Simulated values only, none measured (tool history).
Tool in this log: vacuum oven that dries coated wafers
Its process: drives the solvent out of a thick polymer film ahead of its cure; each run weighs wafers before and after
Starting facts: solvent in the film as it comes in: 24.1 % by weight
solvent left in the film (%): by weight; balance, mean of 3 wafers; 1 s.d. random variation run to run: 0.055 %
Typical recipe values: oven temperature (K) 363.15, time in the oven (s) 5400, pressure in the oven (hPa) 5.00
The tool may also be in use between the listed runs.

| run | hour | oven temperature (K) | time in the oven (s) | pressure in the oven (hPa) | solvent left in the film (%) |
|---|---|---|---|---|---|
| 1 | 0.0 | 363.15 | 5400 | 5.00 | 2.16 |
| 2 | 11.7 | 363.15 | 5400 | 5.00 | 2.15 |
| 3 | 24.6 | 363.15 | 5400 | 5.00 | 2.23 |
| 4 | 34.8 | 363.15 | 5400 | 3.07 | 1.79 |
| 5 | 43.4 | 363.15 | 7020 | 5.00 | 1.54 |
| 6 | 51.9 | 363.15 | 7020 | 5.00 | 1.57 |
| 7 | 60.6 | 363.15 | 7020 | 5.00 | 1.48 |
| 8 | 70.2 | 363.15 | 5400 | 5.00 | 2.27 |
| 9 | 82.9 | 363.15 | 5400 | 11.92 | 3.52 |
| 10 | 95.4 | 363.15 | 5400 | 3.11 | 1.76 |
| 11 | 107.2 | 363.15 | 5400 | 3.11 | 1.82 |
| 12 | 113.1 | 363.15 | 5400 | 5.00 | 2.20 |
| 13 | 120.2 | 367.15 | 2760 | 5.00 | 4.18 |
| 14 | 129.1 | 367.15 | 2760 | 10.21 | 5.06 |
| 15 | 137.0 | 367.15 | 2760 | 10.21 | 4.89 |
| 16 | 149.1 | 367.15 | 2760 | 10.21 | 4.97 |
| 17 | 156.8 | 367.15 | 2760 | 10.21 | 4.96 |
| 18 | 170.0 | 365.15 | 5940 | 15.24 | 3.65 |
| 19 | 176.8 | 363.15 | 5400 | 11.34 | 3.47 |
| 20 | 183.0 | 363.15 | 5400 | 15.08 | 4.24 |
| 21 | 196.3 | 376.15 | 6960 | 13.63 | 1.95 |
| 22 | 205.5 | 355.15 | 5400 | 5.00 | 4.03 |
| 23 | 218.9 | 349.15 | 6120 | 16.27 | 8.77 |
| 24 | 229.3 | 376.15 | 6000 | 5.00 | 0.81 |

What would each run have given without the hidden state, its run-to-run variation left as it was?
Hidden state present: true wafer temperature over the reading, C; true pressure over the reading, kPa; drift of the gauge itself on solvent_pct, %.
| run | solvent left in the film (%) |
|---|---|
| 1 | 2.19 |
| 2 | 2.18 |
| 3 | 2.26 |
| 4 | 1.81 |
| 5 | 1.50 |
| 6 | 1.53 |
| 7 | 1.44 |
| 8 | 2.29 |
| 9 | 3.59 |
| 10 | 1.77 |
| 11 | 1.82 |
| 12 | 2.22 |
| 13 | 4.36 |
| 14 | 5.25 |
| 15 | 5.08 |
| 16 | 5.16 |
| 17 | 5.16 |
| 18 | 3.69 |
| 19 | 3.52 |
| 20 | 4.32 |
| 21 | 1.90 |
| 22 | 4.10 |
| 23 | 8.97 |
| 24 | 0.72 |

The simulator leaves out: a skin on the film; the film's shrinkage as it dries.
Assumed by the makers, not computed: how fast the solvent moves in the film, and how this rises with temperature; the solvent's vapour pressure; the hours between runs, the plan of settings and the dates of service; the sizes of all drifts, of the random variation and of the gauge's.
